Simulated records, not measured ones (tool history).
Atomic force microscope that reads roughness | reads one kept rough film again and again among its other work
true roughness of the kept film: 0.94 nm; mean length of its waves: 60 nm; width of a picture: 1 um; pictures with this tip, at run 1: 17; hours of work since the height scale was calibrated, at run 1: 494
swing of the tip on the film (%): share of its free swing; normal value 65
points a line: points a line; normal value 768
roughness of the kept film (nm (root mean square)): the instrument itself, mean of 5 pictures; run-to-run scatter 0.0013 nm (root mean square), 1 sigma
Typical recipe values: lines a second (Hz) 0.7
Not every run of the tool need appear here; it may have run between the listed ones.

run	hour	lines a second (Hz)	swing of the tip on the film (%)	points a line	pictures with this tip	hours of work since the height scale was calibrated	roughness of the kept film (nm (root mean square))
1	0	0.7	65	768	17	494	0.906
2	54.9	0.7	83	768	93	531	0.86
# hour 77: new tip fitted
3	109	0.7	65	768	44	567	0.904
4	151.8	0.7	65	768	103	596	0.896
# hour 165.9: new tip fitted
5	181.2	0.616	65	768	21	615	0.907
6	222.5	0.616	65	768	78	642	0.902
7	249	0.616	65	768	114	660	0.901
# hour 253.2: new tip fitted
8	300	0.616	65	768	64	694	0.904
# hour 341.5: new tip fitted
9	346.3	0.616	65	768	6	725	0.908
10	386.4	0.616	65	768	61	751	0.902
# hour 431.1: new tip fitted
11	447.1	0.7	65	328	22	792	0.904
12	476.3	0.7	65	328	62	811	0.898
13	510.5	0.7	65	328	109	834	0.892
# hour 519.2: new tip fitted
14	549.6	0.7	65	793	42	860	0.9
15	582.5	0.7	65	793	87	882	0.897
# hour 608: new tip fitted
16	643.1	0.506	75	766	48	922	0.893
17	679.8	1.129	65	768	98	946	0.881
# hour 696.6: new tip fitted
18	727.4	1.129	65	768	42	978	0.885
19	768.9	0.753	76	1008	99	1006	0.871
# hour 786.8: new tip fitted
20	828.7	0.753	76	1008	58	1045	0.876
21	861.2	0.753	76	1008	102	1067	0.871
# hour 876.1: new tip fitted
22	890.5	1.708	62	661	20	1086	0.879
23	941.6	1.137	85	768	90	1120	0.815
# hour 966.6: new tip fitted
24	969.4	0.963	71	620	3	1139	0.883
25	1004.9	0.963	71	620	52	1162	0.876
26	1040.2	0.963	71	894	101	1186	0.873
# hour 1055.9: new tip fitted
27	1091.7	1.181	71	768	49	1220	0.866
# hour 1147.7: new tip fitted
28	1150.5	0.7	72	313	4	1259	0.89
29	1189.1	0.7	72	313	57	1285	0.884

3 ways to go on from here, each from the tool as it stands after run 29. What would each give?
A	1226.3	1.014	64	838	108	1310	?
B	1226.3	0.7	58	313	108	1310	?
C	1226.3	0.7	65	314	108	1310	?

run	roughness of the kept film (nm (root mean square))
A	0.884
B	0.9
C	0.888
Take away the tool's hidden state, keep each run's random variation, and the runs would have read:
run	roughness of the kept film (nm (root mean square))
A	0.901
B	0.917
C	0.905

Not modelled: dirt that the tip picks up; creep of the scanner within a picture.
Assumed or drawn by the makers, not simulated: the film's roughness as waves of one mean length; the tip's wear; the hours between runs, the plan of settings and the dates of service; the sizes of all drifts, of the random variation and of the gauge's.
